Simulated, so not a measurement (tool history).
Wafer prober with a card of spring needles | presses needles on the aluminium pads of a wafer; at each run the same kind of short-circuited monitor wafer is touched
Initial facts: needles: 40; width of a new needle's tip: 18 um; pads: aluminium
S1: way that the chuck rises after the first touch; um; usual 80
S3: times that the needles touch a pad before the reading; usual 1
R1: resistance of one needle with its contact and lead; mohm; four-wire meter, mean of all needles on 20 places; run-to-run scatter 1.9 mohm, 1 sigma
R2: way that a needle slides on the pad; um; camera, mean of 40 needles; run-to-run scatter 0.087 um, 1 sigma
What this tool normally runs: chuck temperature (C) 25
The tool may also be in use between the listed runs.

Run 1, hour 0: usual settings. Result: R1 202 mohm, R2 16.04 um.
Run 2, hour 19.3: usual settings but chuck temperature (C) 49. Result: R1 223 mohm, R2 15.73 um.
Run 3, hour 31: usual settings but chuck temperature (C) 49. Result: R1 214 mohm, R2 15.9 um.
Run 4, hour 43: usual settings but chuck temperature (C) 49. Result: R1 204 mohm, R2 15.85 um.
Run 5, hour 57: usual settings but chuck temperature (C) 49. Result: R1 209 mohm, R2 15.96 um.
Run 6, hour 73.8: usual settings but chuck temperature (C) 57. Result: R1 213 mohm, R2 15.57 um.
Run 7, hour 91.6: usual settings. Result: R1 210 mohm, R2 15.81 um.
Run 8, hour 109.4: usual settings but S3 3. Result: R1 200 mohm, R2 15.72 um.
Run 9, hour 124.2: usual settings but S1 73 um. Result: R1 214 mohm, R2 14.32 um.
Run 10, hour 143: usual settings but S1 73 um. Result: R1 222 mohm, R2 14.24 um.
Run 11, hour 153.8: usual settings but S1 73 um. Result: R1 216 mohm, R2 14.38 um.
Run 12, hour 163.3: usual settings but S1 71 um. Result: R1 211 mohm, R2 13.94 um.
Run 13, hour 173.9: usual settings but S1 71 um. Result: R1 201 mohm, R2 13.81 um.
Run 14, hour 187: usual settings but S1 71 um. Result: R1 217 mohm, R2 14 um.
Run 15, hour 196.5: usual settings but S1 69 um, S3 2. Result: R1 209 mohm, R2 13.4 um.
Run 16, hour 212.3: usual settings but S1 69 um, S3 2. Result: R1 212 mohm, R2 13.45 um.
Run 17, hour 221.4: usual settings but S1 69 um, S3 2. Result: R1 206 mohm, R2 13.18 um.
Run 18, hour 237.7: usual settings but S1 89 um, chuck temperature (C) 28. Result: R1 209 mohm, R2 17.24 um.
Run 19, hour 250.4: usual settings but S1 61 um, chuck temperature (C) 39, S3 2. Result: R1 208 mohm, R2 11.74 um.
Run 20, hour 259.1: usual settings but S1 61 um, chuck temperature (C) 39, S3 2. Result: R1 217 mohm, R2 11.57 um.
Run 21, hour 276.4: usual settings but S1 64 um, chuck temperature (C) 34. Result: R1 205 mohm, R2 12.41 um.
Run 22, hour 291.5: usual settings but S1 66 um, chuck temperature (C) 62, S3 2. Result: R1 209 mohm, R2 12.82 um.
Run 23, hour 310: usual settings but S1 66 um, chuck temperature (C) 62, S3 2. Result: R1 214 mohm, R2 12.67 um.
Run 24, hour 327.8: usual settings but S1 65 um, chuck temperature (C) 52, S3 2. Result: R1 218 mohm, R2 12.62 um.

Removed from this log: 22 entries logged between the listed runs. Between which two listed runs does each belong, and how does the tool's hidden state at the listed run before it compare with that at the listed run after it?
From run 1 to run 2: tips cleaned on abrasive film (hour 12)
  debris on the tips, nm: 40.6 -> 115.7; way that the needles fall short of the set height, um: 1.05 -> 1.64; tips' diameter, um: 18.37 -> 18.54
  measured minus no-state result, R1: +8 -> +22 mohm; R2: -0.22 -> -0.33 um
From run 2 to run 3: tips cleaned on abrasive film (hour 27.1)
  debris on the tips, nm: 115.7 -> 56.8; way that the needles fall short of the set height, um: 1.64 -> 1.73; tips' diameter, um: 18.54 -> 18.58
  measured minus no-state result, R1: +22 -> +11 mohm; R2: -0.33 -> -0.35 um
From run 3 to run 4: tips cleaned on abrasive film (hour 41.5)
  debris on the tips, nm: 56.8 -> 25.4; way that the needles fall short of the set height, um: 1.73 -> 1.82; tips' diameter, um: 18.58 -> 18.61
  measured minus no-state result, R1: +11 -> +5 mohm; R2: -0.35 -> -0.37 um
From run 4 to run 5: tips cleaned on abrasive film (hour 55.5)
  debris on the tips, nm: 25.4 -> 29.7; way that the needles fall short of the set height, um: 1.82 -> 1.89; tips' diameter, um: 18.61 -> 18.63
  measured minus no-state result, R1: +5 -> +6 mohm; R2: -0.37 -> -0.38 um
From run 5 to run 6: tips cleaned on abrasive film (hour 71.1)
  debris on the tips, nm: 29.7 -> 48.7; way that the needles fall short of the set height, um: 1.89 -> 1.96; tips' diameter, um: 18.63 -> 18.66
  measured minus no-state result, R1: +6 -> +10 mohm; R2: -0.38 -> -0.4 um
From run 6 to run 7: tips cleaned on abrasive film, once more (hour 84.9)
  debris on the tips, nm: 48.7 -> 73.5; way that the needles fall short of the set height, um: 1.96 -> 2.04; tips' diameter, um: 18.66 -> 18.69
  measured minus no-state result, R1: +10 -> +15 mohm; R2: -0.4 -> -0.41 um
From run 7 to run 8: tips cleaned on abrasive film (hour 100)
  debris on the tips, nm: 73.5 -> 86.5; way that the needles fall short of the set height, um: 2.04 -> 2.14; tips' diameter, um: 18.69 -> 18.72
  measured minus no-state result, R1: +15 -> +6 mohm; R2: -0.41 -> -0.43 um
From run 8 to run 9: tips cleaned on abrasive film (hour 114.7)
  debris on the tips, nm: 86.5 -> 86.8; way that the needles fall short of the set height, um: 2.14 -> 2.25; tips' diameter, um: 18.72 -> 18.76
  measured minus no-state result, R1: +6 -> +20 mohm; R2: -0.43 -> -0.46 um
From run 9 to run 10: tips cleaned on abrasive film (hour 130.4)
  debris on the tips, nm: 86.8 -> 90.9; way that the needles fall short of the set height, um: 2.25 -> 2.36; tips' diameter, um: 18.76 -> 18.79
  measured minus no-state result, R1: +20 -> +22 mohm; R2: -0.46 -> -0.47 um
From run 10 to run 11: tips cleaned on abrasive film (hour 145.1)
  debris on the tips, nm: 90.9 -> 85.3; way that the needles fall short of the set height, um: 2.36 -> 2.42; tips' diameter, um: 18.79 -> 18.82
  measured minus no-state result, R1: +22 -> +20 mohm; R2: -0.47 -> -0.49 um
From run 11 to run 12: tips cleaned on abrasive film (hour 159.4)
  debris on the tips, nm: 85.3 -> 56.9; way that the needles fall short of the set height, um: 2.42 -> 2.51; tips' diameter, um: 18.82 -> 18.85
  measured minus no-state result, R1: +20 -> +14 mohm; R2: -0.49 -> -0.51 um
From run 12 to run 13: tips cleaned on abrasive film (hour 173.7)
  debris on the tips, nm: 56.9 -> 10.7; way that the needles fall short of the set height, um: 2.51 -> 2.62; tips' diameter, um: 18.85 -> 18.89
  measured minus no-state result, R1: +14 -> +4 mohm; R2: -0.51 -> -0.53 um
From run 14 to run 15: tips cleaned on abrasive film (hour 188.4)
  debris on the tips, nm: 93.5 -> 78.2; way that the needles fall short of the set height, um: 2.62 -> 2.72; tips' diameter, um: 18.89 -> 18.92
  measured minus no-state result, R1: +23 -> +12 mohm; R2: -0.53 -> -0.55 um
From run 15 to run 16: tips cleaned on abrasive film (hour 202.6)
  debris on the tips, nm: 78.2 -> 83.6; way that the needles fall short of the set height, um: 2.72 -> 2.8; tips' diameter, um: 18.92 -> 18.95
  measured minus no-state result, R1: +12 -> +13 mohm; R2: -0.55 -> -0.57 um
From run 16 to run 17: tips cleaned on abrasive film (hour 217.4)
  debris on the tips, nm: 83.6 -> 57.1; way that the needles fall short of the set height, um: 2.8 -> 2.86; tips' diameter, um: 18.95 -> 18.97
  measured minus no-state result, R1: +13 -> +9 mohm; R2: -0.57 -> -0.57 um
From run 17 to run 18: tips cleaned on abrasive film (hour 232.2)
  debris on the tips, nm: 57.1 -> 69.7; way that the needles fall short of the set height, um: 2.86 -> 2.96; tips' diameter, um: 18.97 -> 19.01
  measured minus no-state result, R1: +9 -> +12 mohm; R2: -0.57 -> -0.6 um
From run 18 to run 19: tips cleaned on abrasive film (hour 247)
  debris on the tips, nm: 69.7 -> 51.1; way that the needles fall short of the set height, um: 2.96 -> 3.03; tips' diameter, um: 19.01 -> 19.03
  measured minus no-state result, R1: +12 -> +11 mohm; R2: -0.6 -> -0.61 um
From run 20 to run 21: tips cleaned on abrasive film (hour 262.2); tips cleaned on abrasive film (hour 276.4)
  debris on the tips, nm: 92.2 -> 9.8; way that the needles fall short of the set height, um: 3.03 -> 3.16; tips' diameter, um: 19.03 -> 19.08
  measured minus no-state result, R1: +18 -> +3 mohm; R2: -0.61 -> -0.64 um
From run 21 to run 22: tips cleaned on abrasive film (hour 291.2)
  debris on the tips, nm: 9.8 -> 13.2; way that the needles fall short of the set height, um: 3.16 -> 3.24; tips' diameter, um: 19.08 -> 19.11
  measured minus no-state result, R1: +3 -> +3 mohm; R2: -0.64 -> -0.66 um
From run 22 to run 23: tips cleaned on abrasive film (hour 305.8)
  debris on the tips, nm: 13.2 -> 55.6; way that the needles fall short of the set height, um: 3.24 -> 3.32; tips' diameter, um: 19.11 -> 19.13
  measured minus no-state result, R1: +3 -> +10 mohm; R2: -0.66 -> -0.67 um
From run 23 to run 24: tips cleaned on abrasive film (hour 320.9)
  debris on the tips, nm: 55.6 -> 76.5; way that the needles fall short of the set height, um: 3.32 -> 3.41; tips' diameter, um: 19.13 -> 19.16
  measured minus no-state result, R1: +10 -> +14 mohm; R2: -0.67 -> -0.7 um
